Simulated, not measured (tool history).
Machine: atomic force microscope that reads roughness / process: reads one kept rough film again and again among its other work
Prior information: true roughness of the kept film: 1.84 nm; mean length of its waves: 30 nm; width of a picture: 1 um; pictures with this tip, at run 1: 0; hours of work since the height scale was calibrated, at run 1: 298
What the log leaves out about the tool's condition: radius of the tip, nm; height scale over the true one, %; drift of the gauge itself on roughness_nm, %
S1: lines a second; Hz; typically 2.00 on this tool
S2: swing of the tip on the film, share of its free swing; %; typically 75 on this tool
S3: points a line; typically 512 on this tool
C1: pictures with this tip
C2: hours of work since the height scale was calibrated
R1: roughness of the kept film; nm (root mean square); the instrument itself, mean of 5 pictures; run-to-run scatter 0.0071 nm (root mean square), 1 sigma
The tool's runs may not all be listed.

run   hour    S1  S2   S3   C1   C2     R1
  1    0.0  2.00  75  512    0  298  1.460
  2    7.3  2.00  86  512    8  301  1.303
  3   20.1  2.00  75  512   22  306  1.422
  4   28.3  3.62  75  512   31  310  1.248
  5   36.9  2.00  75  354   41  313  1.386
  6   48.6  2.00  82  512   53  318  1.296
  7   56.3  2.00  82  512   62  322  1.277
  8   64.0  2.00  82  512   70  325  1.272
  9   74.3  2.00  82  512   81  329  1.247
 10   92.0  3.06  75  512  101  337  1.195
 11  101.2  3.06  75  512  111  341  1.208
 12  109.2  2.00  75  512  120  344  1.272
 13  116.5  2.00  75  512  128  348  1.270
 14  124.8  2.00  75  512  137  351  1.254
     136.3  -- new tip fitted
 15  136.3  2.00  75  404    0  356  1.458
 16  153.8  2.00  75  512   19  363  1.421
 17  161.6  2.00  75  512   27  367  1.412
 18  177.9  2.00  75  512   45  374  1.397
 19  185.7  2.00  60  512   54  377  1.503
 20  200.1  2.00  75  512   69  383  1.356
 21  207.9  2.00  75  512   78  387  1.332
 22  221.2  2.00  82  512   92  392  1.245
     223.0  -- height scale calibrated on a step standard
 23  233.6  2.00  75  512  105    5  1.306
 24  248.1  2.00  75  512  121   11  1.285
 25  258.6  2.00  75  512  132   15  1.268
 26  267.8  0.55  59  363  142   19  1.453
     274.6  -- new tip fitted
 27  285.0  2.00  75  512   12   26  1.432
 28  294.1  2.00  75  512   22   30  1.413
     307.1  -- height scale calibrated on a step standard, once more
 29  309.2  2.00  75  512   37    1  1.399
 30  326.9  0.67  80  941   56    9  1.512
 31  341.3  2.98  90  574   72   15  1.023
 32  350.5  2.98  90  574   82   19  1.015
 33  361.8  1.59  72  574   95   24  1.379
 34  372.8  0.60  72  574  107   28  1.479
 35  381.0  0.87  64  512  115   32  1.470
 36  392.5  0.87  64  969  128   37  1.452
 37  400.1  0.53  75  955  136   40  1.424
     412.1  -- new tip fitted
 38  413.7  0.53  75  955    2   46  1.659
 39  430.7  2.00  75  429   20   53  1.425
 40  439.5  2.00  57  979   30   57  1.587
 41  448.6  2.00  57  979   40   61  1.569
 42  460.6  0.65  73  850   53   66  1.541
 43  474.2  1.27  75  267   68   72  1.432

What does the tool deliver on the next run?
 44  485.0  0.55  75  512  80  76   ?

R1: 1.506 nm (root mean square)
Minus the tool's unlogged condition, the same run would have read R1 1.652 nm (root mean square).
